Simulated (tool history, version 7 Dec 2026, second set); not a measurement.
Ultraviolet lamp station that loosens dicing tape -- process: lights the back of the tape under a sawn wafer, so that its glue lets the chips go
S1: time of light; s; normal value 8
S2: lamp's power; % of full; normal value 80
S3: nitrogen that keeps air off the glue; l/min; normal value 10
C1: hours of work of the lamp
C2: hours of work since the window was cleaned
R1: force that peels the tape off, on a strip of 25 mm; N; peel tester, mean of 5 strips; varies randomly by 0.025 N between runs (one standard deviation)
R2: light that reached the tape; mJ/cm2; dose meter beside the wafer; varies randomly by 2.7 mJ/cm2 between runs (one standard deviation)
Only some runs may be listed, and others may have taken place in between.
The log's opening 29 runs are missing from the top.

| run | day | S1 | S2 | S3 | C1 | C2 | R1 | R2 |
|---|---|---|---|---|---|---|---|---|
| 30 | 36.429 | 8 | 80 | 5 | 399 | 423 | 2.907 | 281 |
| 31 | 37.296 | 6 | 80 | 10 | 414 | 438 | 2.916 | 206 |
| 32 | 38.367 | 6 | 80 | 10 | 432 | 456 | 3.005 | 204 |
| 33 | 39.862 | 7 | 77 | 4 | 458 | 482 | 3.814 | 224 |
| 34 | 41.317 | 15 | 73 | 11 | 483 | 506 | 0.768 | 455 |
| 35 | 42.542 | 9 | 93 | 17 | 503 | 527 | 1.055 | 340 |
| 36 | 43.496 | 8 | 80 | 6 | 520 | 544 | 2.792 | 259 |
| 37 | 44.817 | 8 | 80 | 18 | 542 | 566 | 1.691 | 254 |
| 38 | 46.233 | 8 | 80 | 18 | 566 | 590 | 1.711 | 251 |
| 39 | 47.658 | 8 | 80 | 18 | 591 | 614 | 1.756 | 244 |
| 40 | 48.583 | 8 | 100 | 18 | 606 | 630 | 1.254 | 302 |

Alternative continuations, all from the tool just after run 40; predict every row:
| A | 49.704 | 8 | 73 | 10 | 625 | 649 | ? | ? |
| B | 49.704 | 6 | 61 | 18 | 625 | 649 | ? | ? |
| C | 49.704 | 8 | 97 | 10 | 625 | 649 | ? | ? |
| D | 49.704 | 5 | 100 | 10 | 625 | 649 | ? | ? |

| run | R1 | R2 |
|---|---|---|
| A | 2.765 | 216 |
| B | 3.666 | 137 |
| C | 1.881 | 292 |
| D | 3.416 | 184 |
With the hidden condition removed and each run's random variation left untouched, the same runs would have given:
| run | R1 | R2 |
|---|---|---|
| A | 1.462 | 334 |
| B | 2.213 | 212 |
| C | 0.870 | 449 |
| D | 1.950 | 283 |

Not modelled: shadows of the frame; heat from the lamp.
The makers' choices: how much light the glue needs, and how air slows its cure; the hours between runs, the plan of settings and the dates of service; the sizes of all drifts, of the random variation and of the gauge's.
